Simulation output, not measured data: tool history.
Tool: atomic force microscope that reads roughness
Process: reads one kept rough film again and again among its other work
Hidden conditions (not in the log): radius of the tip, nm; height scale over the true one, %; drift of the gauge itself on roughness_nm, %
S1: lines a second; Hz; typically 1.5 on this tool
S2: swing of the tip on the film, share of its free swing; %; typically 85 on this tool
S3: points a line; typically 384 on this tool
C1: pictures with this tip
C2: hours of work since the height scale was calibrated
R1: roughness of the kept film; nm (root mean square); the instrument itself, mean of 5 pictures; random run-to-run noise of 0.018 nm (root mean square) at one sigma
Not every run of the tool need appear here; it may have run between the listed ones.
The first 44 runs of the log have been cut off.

{"run": 45, "hour": 350.7, "S1": 1.5, "S2": 75, "S3": 384, "C1": 77, "C2": 99, "R1": 4.24}
{"run": 46, "hour": 360.3, "S1": 0.64, "S2": 82, "S3": 538, "C1": 89, "C2": 105, "R1": 4.305}
{"run": 47, "hour": 365.2, "S1": 0.64, "S2": 82, "S3": 538, "C1": 95, "C2": 108, "R1": 4.282}
{"run": 48, "hour": 372.6, "S1": 0.64, "S2": 81, "S3": 538, "C1": 104, "C2": 112, "R1": 4.243}
{"run": 49, "hour": 379.5, "S1": 0.64, "S2": 73, "S3": 538, "C1": 112, "C2": 116, "R1": 4.265}
{"run": 50, "hour": 384.6, "S1": 0.64, "S2": 73, "S3": 538, "C1": 119, "C2": 119, "R1": 4.251}
{"run": 51, "hour": 394.6, "S1": 0.64, "S2": 73, "S3": 410, "C1": 131, "C2": 125, "R1": 4.149}
{"hour": 396.8, "done": "new tip fitted"}
{"run": 52, "hour": 405.5, "S1": 0.64, "S2": 73, "S3": 410, "C1": 11, "C2": 131, "R1": 4.828}

Alternative continuations, all from the tool just after run 52; predict every row:
{"run": "A", "hour": 414.3, "S1": 1.81, "S2": 86, "S3": 437, "C1": 22, "C2": 136, "R1": "?"}
{"run": "B", "hour": 414.3, "S1": 0.64, "S2": 73, "S3": 680, "C1": 22, "C2": 136, "R1": "?"}
{"run": "C", "hour": 414.3, "S1": 1.33, "S2": 82, "S3": 790, "C1": 22, "C2": 136, "R1": "?"}
{"run": "D", "hour": 414.3, "S1": 1.94, "S2": 71, "S3": 436, "C1": 22, "C2": 136, "R1": "?"}

run=A R1=4.261
run=B R1=4.749
run=C R1=4.486
run=D R1=4.565
Stripped of hidden state, with their random variation kept, the same runs would have yielded:
run=A R1=4.378
run=B R1=4.88
run=C R1=4.61
run=D R1=4.69
